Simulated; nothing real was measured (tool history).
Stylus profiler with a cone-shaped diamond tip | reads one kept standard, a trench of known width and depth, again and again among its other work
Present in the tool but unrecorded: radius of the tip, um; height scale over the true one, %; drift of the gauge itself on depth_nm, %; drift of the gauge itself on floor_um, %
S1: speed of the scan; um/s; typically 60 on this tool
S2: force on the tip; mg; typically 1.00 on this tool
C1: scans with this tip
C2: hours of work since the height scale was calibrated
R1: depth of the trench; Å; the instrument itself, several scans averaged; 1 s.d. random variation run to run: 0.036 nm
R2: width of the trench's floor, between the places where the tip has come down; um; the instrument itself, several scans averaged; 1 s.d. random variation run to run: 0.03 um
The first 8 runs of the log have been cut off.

| run | hour | S1 | S2 | C1 | C2 | R1 | R2 |
|---|---|---|---|---|---|---|---|
| 9 | 112.6 | 60 | 1.00 | 8349 | 786 | 1012.7 | 17.06 |
| 10 | 126.2 | 60 | 1.00 | 8465 | 797 | 1012.9 | 17.02 |
| 11 | 144.2 | 60 | 1.00 | 8618 | 812 | 1013.0 | 17.01 |
| 12 | 163.4 | 60 | 1.00 | 8780 | 827 | 1013.0 | 16.97 |
| 13 | 179.8 | 60 | 1.00 | 8920 | 840 | 1012.8 | 16.90 |
| 14 | 199.0 | 60 | 1.00 | 9083 | 855 | 1012.8 | 16.94 |
| 15 | 213.9 | 60 | 1.00 | 9209 | 867 | 1013.6 | 16.96 |
|  | 215.9 | height scale calibrated on a step standard |
| 16 | 225.8 | 60 | 1.00 | 9306 | 8 | 1014.2 | 16.94 |
| 17 | 234.4 | 149 | 0.41 | 9379 | 15 | 1009.6 | 15.60 |
| 18 | 242.7 | 149 | 0.41 | 9449 | 21 | 1009.8 | 15.68 |
|  | 253.9 | height scale calibrated on a step standard, once more |
| 19 | 256.3 | 189 | 0.41 | 9561 | 2 | 1004.8 | 15.19 |
| 20 | 269.9 | 189 | 0.41 | 9676 | 13 | 1005.9 | 15.17 |
| 21 | 279.9 | 224 | 1.63 | 9761 | 21 | 1012.5 | 16.03 |
| 22 | 289.2 | 224 | 1.63 | 9840 | 28 | 1012.6 | 16.05 |
| 23 | 297.9 | 224 | 1.63 | 9914 | 35 | 1013.3 | 15.98 |
| 24 | 317.5 | 224 | 1.63 | 10081 | 51 | 1012.8 | 16.04 |
| 25 | 333.2 | 73 | 2.06 | 10214 | 63 | 1015.2 | 16.95 |
| 26 | 349.0 | 73 | 2.06 | 10348 | 76 | 1015.7 | 16.91 |
| 27 | 360.1 | 60 | 0.40 | 10443 | 85 | 1005.7 | 16.61 |
| 28 | 369.5 | 60 | 0.40 | 10522 | 92 | 1005.4 | 16.59 |
|  | 382.0 | new tip fitted, height scale calibrated |
| 29 | 384.6 | 37 | 1.78 | 21 | 2 | 1012.9 | 17.81 |
| 30 | 402.7 | 20 | 1.00 | 175 | 17 | 1009.1 | 17.81 |

Estimate the outcome of run 31 from the log above:
| 31 | 414.4 | 60 | 2.11 | 274 | 26 | ? | ? |

R1: 1014.8 Å
R2: 17.67 um
The same run, on a tool lacking any hidden state, would have yielded R1 1014.8 Å, R2 17.71 um.

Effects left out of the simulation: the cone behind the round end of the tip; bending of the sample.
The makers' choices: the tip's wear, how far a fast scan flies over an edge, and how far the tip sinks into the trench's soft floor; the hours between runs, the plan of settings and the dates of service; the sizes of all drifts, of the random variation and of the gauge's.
